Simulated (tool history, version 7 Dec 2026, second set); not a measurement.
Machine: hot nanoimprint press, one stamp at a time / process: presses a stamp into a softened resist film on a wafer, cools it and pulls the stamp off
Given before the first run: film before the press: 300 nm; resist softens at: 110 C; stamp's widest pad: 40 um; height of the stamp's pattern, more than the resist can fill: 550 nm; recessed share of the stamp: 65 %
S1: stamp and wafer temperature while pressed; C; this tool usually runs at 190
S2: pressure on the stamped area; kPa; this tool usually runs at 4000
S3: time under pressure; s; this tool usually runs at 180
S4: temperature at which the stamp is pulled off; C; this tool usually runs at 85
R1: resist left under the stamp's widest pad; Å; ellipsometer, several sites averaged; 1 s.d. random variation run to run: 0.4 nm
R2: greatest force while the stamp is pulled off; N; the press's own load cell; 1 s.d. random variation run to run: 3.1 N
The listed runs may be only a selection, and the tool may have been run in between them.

run     day   S1    S2   S3  S4    R1   R2
  1   0.000  190  4000  180  85  1265  159
  2   0.529  190  4000  180  85  1257  162
  3   0.950  190  4000  180  85  1260  166
  4   1.362  190  4000   93  85  1582  166
  5   1.758  190  4000   93  85  1581  167
  6   2.167  190  4000   93  85  1565  167
  7   2.533  190  4000  340  85   983  165
  8   3.067  190  4000  340  85   991  162
  9   3.462  190  4000  340  85   987  176
 10   3.929  186  4000  340  85  1138  175
 11   4.321  186  4000  340  85  1130  174
 12   4.958  186  4000  340  85  1129  174
      5.412  -- plate thermocouple calibrated
 13   5.583  186  4000  340  85  1175  174
 14   6.246  186  4000  340  85  1171  181
 15   6.842  190  4000  200  85  1242  184
 16   7.333  190  4000  180  91  1282  161
 17   7.775  200  6050  257  92   644  159
 18   8.408  190  3970  180  85  1285  190
 19   8.754  190  3970  180  88  1284  174
 20   9.388  199  6280  262  92   652  163
 21   9.742  199  6280  262  92   649  158
 22  10.321  197  4000  278  77   870  237
 23  10.954  179  2680  151  73  2191  240
 24  11.562  179  2680  151  73  2188  247
 25  11.846  190  3250  171  85  1447  200
     12.688  -- stamp cleaned and given a new release coat
 26  12.688  185  3250  171  89  1681  126
 27  13.162  185  3250  171  89  1682  133
 28  13.654  190  5640  163  85  1107  148
 29  14.025  190  4000  242  90  1149  133
 30  14.592  179  5340  242  86  1454  150

Below, some changes in R1 between adjacent runs. For each, the amount present without the hidden state too (settings, incoming material, random variation) and the amount remaining for the hidden state with gauge scatter not shared by both compared results:
Unlogged tool condition in this case: true temperature over the reading, C; pressure that arrives at the usual setting, %; grip of the stamp's worn release coat, % over a new coat's; drift of the gauge itself on residual_nm, %; drift of the gauge itself on pull_off_n, %.
Run 6 -> 7: S3 93 -> 340. R1 -582 Å: hidden state +7, all else -589.
Run 12 -> 13: plate thermocouple calibrated. R1 +46 Å: hidden state +39, all else +7.
Run 17 -> 18: S1 200 -> 190, S2 6050 -> 3970, S3 257 -> 180, S4 92 -> 85. R1 +641 Å: hidden state -1, all else +642.
Run 22 -> 23: S1 197 -> 179, S2 4000 -> 2680, S3 278 -> 151, S4 77 -> 73. R1 +1321 Å: hidden state -6, all else +1327.
Run 24 -> 25: S1 179 -> 190, S2 2680 -> 3250, S3 151 -> 171, S4 73 -> 85. R1 -741 Å: hidden state +3, all else -744.
Run 27 -> 28: S1 185 -> 190, S2 3250 -> 5640, S3 171 -> 163, S4 89 -> 85. R1 -575 Å: hidden state +8, all else -583.
